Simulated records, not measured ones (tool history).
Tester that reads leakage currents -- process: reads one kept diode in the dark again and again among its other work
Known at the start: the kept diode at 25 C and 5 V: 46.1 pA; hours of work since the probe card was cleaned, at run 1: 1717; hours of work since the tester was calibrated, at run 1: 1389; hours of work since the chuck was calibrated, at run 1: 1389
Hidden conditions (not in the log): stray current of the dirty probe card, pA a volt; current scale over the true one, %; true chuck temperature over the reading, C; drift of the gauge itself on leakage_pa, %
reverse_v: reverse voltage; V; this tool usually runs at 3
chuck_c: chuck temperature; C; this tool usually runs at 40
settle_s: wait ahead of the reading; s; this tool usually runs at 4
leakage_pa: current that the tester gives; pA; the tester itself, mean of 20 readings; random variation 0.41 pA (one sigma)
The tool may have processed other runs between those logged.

| run | hour | reverse_v | chuck_c | settle_s | hours of work since the probe card was cleaned | hours of work since the tester was calibrated | hours of work since the chuck was calibrated | leakage_pa |
|---|---|---|---|---|---|---|---|---|
| 1 | 0 | 3 | 40 | 4 | 1717 | 1389 | 1389 | 126.31 |
| 2 | 62.6 | 1.45 | 40 | 4 | 1755 | 1428 | 1428 | 96.81 |
| 3 | 125.3 | 3 | 40 | 4 | 1794 | 1466 | 1466 | 126.26 |
| 4 | 154 | 3 | 36 | 4 | 1812 | 1484 | 1484 | 93.55 |
| 5 | 215.3 | 3 | 36 | 4 | 1850 | 1522 | 1522 | 92.94 |
| 6 | 252.2 | 3 | 36 | 4 | 1872 | 1545 | 1545 | 92.98 |
| 7 | 310.1 | 3 | 40 | 1.19 | 1908 | 1580 | 1580 | 125.85 |
| 8 | 352.7 | 3 | 40 | 1.19 | 1934 | 1607 | 1607 | 124.63 |
| 9 | 386 | 1.89 | 40 | 4 | 1955 | 1627 | 1627 | 106.38 |
|  | 394.6 | probe card cleaned and baked |
| 10 | 443.8 | 3 | 39 | 4 | 30 | 1661 | 1661 | 120.29 |
| 11 | 488.8 | 3 | 50 | 4 | 58 | 1689 | 1689 | 266.66 |
|  | 521.3 | probe card cleaned and baked, once more |
| 12 | 547.3 | 3 | 50 | 4 | 16 | 1723 | 1723 | 255.65 |
| 13 | 575 | 3.06 | 25 | 0.4 | 33 | 1740 | 1740 | 35.39 |
| 14 | 615.1 | 19.93 | 40 | 1.42 | 58 | 1765 | 1765 | 223.67 |
| 15 | 681.3 | 3 | 30 | 1.74 | 99 | 1806 | 1806 | 52.04 |
| 16 | 717.6 | 3 | 30 | 1.74 | 121 | 1828 | 1828 | 52.21 |
| 17 | 781.9 | 3 | 30 | 3.89 | 161 | 1868 | 1868 | 51.46 |
| 18 | 828.3 | 2.58 | 52 | 6.8 | 190 | 1897 | 1897 | 278.26 |
| 19 | 870.9 | 8.77 | 20 | 6.98 | 216 | 1923 | 1923 | 32.67 |
| 20 | 923.8 | 8.77 | 20 | 6.98 | 249 | 1956 | 1956 | 32.88 |

Hidden condition of the tool, last listed run before each entry between runs versus first listed run after:
Run 9 -> run 10: probe card cleaned and baked (hour 394.6)
  stray current of the dirty probe card, pA a volt: 2.151 -> 3.661; current scale over the true one, %: -0.67 -> -0.69; true chuck temperature over the reading, C: -1.52 -> -1.55
  difference, measured minus the result without the unlogged condition, leakage_pa: -9.79 -> -4.33 pA
Run 11 -> run 12: probe card cleaned and baked, once more (hour 521.3)
  stray current of the dirty probe card, pA a volt: 3.691 -> 0.041; current scale over the true one, %: -0.7 -> -0.72; true chuck temperature over the reading, C: -1.57 -> -1.6
  difference, measured minus the result without the unlogged condition, leakage_pa: -22.74 -> -34.28 pA
